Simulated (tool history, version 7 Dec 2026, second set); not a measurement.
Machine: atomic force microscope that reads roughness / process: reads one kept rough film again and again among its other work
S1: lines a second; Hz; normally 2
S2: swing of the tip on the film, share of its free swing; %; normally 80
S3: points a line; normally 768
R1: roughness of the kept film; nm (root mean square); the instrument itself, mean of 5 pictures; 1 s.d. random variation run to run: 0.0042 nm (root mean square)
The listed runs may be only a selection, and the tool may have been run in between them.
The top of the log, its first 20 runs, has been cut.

| run | hour | S1 | S2 | S3 | R1 |
|---|---|---|---|---|---|
|  | 386.7 | new tip fitted |
| 21 | 395.1 | 0.53 | 62 | 823 | 0.943 |
| 22 | 418.7 | 0.51 | 61 | 473 | 0.907 |
| 23 | 435.5 | 0.73 | 58 | 620 | 0.895 |
|  | 450.9 | new tip fitted |
| 24 | 458.8 | 1.12 | 74 | 312 | 0.893 |
| 25 | 483.2 | 2.96 | 58 | 768 | 0.866 |
| 26 | 505.4 | 2.96 | 58 | 768 | 0.851 |
|  | 515.5 | new tip fitted |
| 27 | 522.1 | 0.58 | 82 | 286 | 0.9 |
| 28 | 537 | 2 | 56 | 463 | 0.906 |
| 29 | 560.5 | 0.53 | 63 | 768 | 0.899 |
|  | 580.2 | new tip fitted |
| 30 | 585.2 | 2.44 | 73 | 768 | 0.852 |
| 31 | 602.6 | 1.51 | 87 | 944 | 0.802 |

Consider 4 possible next runs. They are alternatives, not a sequence: every one starts from the tool as it was left by run 31. What does each give?
| A | 617.4 | 1.39 | 63 | 591 | ? |
| B | 617.4 | 1.6 | 80 | 768 | ? |
| C | 617.4 | 3.75 | 65 | 768 | ? |
| D | 617.4 | 2 | 67 | 292 | ? |

| run | R1 |
|---|---|
| A | 0.88 |
| B | 0.822 |
| C | 0.823 |
| D | 0.841 |
Without the tool's unlogged condition, the same runs would have read:
| run | R1 |
|---|---|
| A | 0.923 |
| B | 0.861 |
| C | 0.862 |
| D | 0.882 |

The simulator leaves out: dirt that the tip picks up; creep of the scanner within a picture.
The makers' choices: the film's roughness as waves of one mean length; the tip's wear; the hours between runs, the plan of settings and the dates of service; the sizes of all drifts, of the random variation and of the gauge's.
